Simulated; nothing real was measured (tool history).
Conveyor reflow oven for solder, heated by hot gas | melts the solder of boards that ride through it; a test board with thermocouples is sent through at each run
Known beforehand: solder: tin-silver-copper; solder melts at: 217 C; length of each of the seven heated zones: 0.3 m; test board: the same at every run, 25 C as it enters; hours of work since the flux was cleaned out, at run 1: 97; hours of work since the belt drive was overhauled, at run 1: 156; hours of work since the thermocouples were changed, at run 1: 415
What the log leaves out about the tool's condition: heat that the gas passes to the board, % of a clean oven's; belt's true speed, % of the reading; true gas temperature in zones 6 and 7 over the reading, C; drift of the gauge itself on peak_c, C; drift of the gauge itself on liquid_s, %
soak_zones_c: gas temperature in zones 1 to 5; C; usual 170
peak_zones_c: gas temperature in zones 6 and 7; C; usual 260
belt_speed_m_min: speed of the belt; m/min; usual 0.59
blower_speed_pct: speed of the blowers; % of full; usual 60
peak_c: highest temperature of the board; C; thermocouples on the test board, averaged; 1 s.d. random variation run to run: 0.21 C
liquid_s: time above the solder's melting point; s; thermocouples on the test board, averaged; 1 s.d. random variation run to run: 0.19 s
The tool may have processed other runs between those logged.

| run | hour | soak_zones_c | peak_zones_c | belt_speed_m_min | blower_speed_pct | hours of work since the flux was cleaned out | hours of work since the belt drive was overhauled | hours of work since the thermocouples were changed | peak_c | liquid_s |
|---|---|---|---|---|---|---|---|---|---|---|
| 1 | 0 | 170 | 260 | 0.59 | 60 | 97 | 156 | 415 | 241.5 | 36.5 |
| 2 | 10.1 | 170 | 260 | 0.59 | 60 | 103 | 162 | 421 | 241.3 | 36.5 |
| 3 | 15.8 | 170 | 260 | 0.59 | 60 | 107 | 166 | 424 | 241.2 | 36.2 |
| 4 | 27.6 | 170 | 260 | 0.59 | 60 | 114 | 173 | 431 | 241.1 | 36.4 |
| 5 | 38.4 | 170 | 260 | 0.59 | 60 | 120 | 179 | 438 | 241.3 | 36.1 |
| 6 | 44.6 | 170 | 260 | 0.592 | 60 | 124 | 183 | 441 | 240.9 | 35.8 |
| 7 | 51.7 | 170 | 260 | 0.592 | 60 | 128 | 187 | 446 | 240.5 | 35.9 |
| 8 | 64.3 | 170 | 260 | 0.66 | 60 | 136 | 195 | 453 | 236.8 | 27.8 |
| 9 | 71.7 | 170 | 260 | 0.66 | 60 | 140 | 199 | 458 | 236.7 | 27.9 |
| 10 | 79.3 | 159 | 260 | 0.66 | 60 | 145 | 204 | 462 | 233.9 | 23 |
|  | 84.5 | belt drive overhauled, speed set with a stopwatch |
| 11 | 95.9 | 170 | 260 | 0.697 | 60 | 152 | 7 | 470 | 234.2 | 23.8 |
| 12 | 102.3 | 170 | 260 | 0.697 | 60 | 156 | 11 | 474 | 234.3 | 23.8 |
| 13 | 109.6 | 170 | 260 | 0.697 | 60 | 161 | 15 | 478 | 234 | 23.7 |
| 14 | 119.2 | 170 | 260 | 0.59 | 62 | 166 | 21 | 484 | 240.4 | 36.2 |
| 15 | 130.2 | 180 | 270 | 0.709 | 66 | 173 | 27 | 490 | 245.3 | 34.2 |
| 16 | 141.1 | 175 | 260 | 0.59 | 60 | 180 | 34 | 497 | 241.3 | 37.9 |
|  | 151.4 | belt drive overhauled, speed set with a stopwatch, once more |
| 17 | 157.7 | 182 | 260 | 0.533 | 60 | 187 | 4 | 505 | 246 | 49.2 |
| 18 | 165.3 | 182 | 260 | 0.663 | 60 | 192 | 8 | 509 | 239.1 | 32.7 |

Run 19 is up next; what results do you expect?
| 19 | 177.6 | 163 | 265 | 0.491 | 63 | 199 | 16 | 516 | ? | ? |

Logged for run 19: peak_c 249.9 C, liquid_s 50.4 s.
Had the tool carried no hidden state, the very same run would have given peak_c 252.6 C, liquid_s 52.6 s.

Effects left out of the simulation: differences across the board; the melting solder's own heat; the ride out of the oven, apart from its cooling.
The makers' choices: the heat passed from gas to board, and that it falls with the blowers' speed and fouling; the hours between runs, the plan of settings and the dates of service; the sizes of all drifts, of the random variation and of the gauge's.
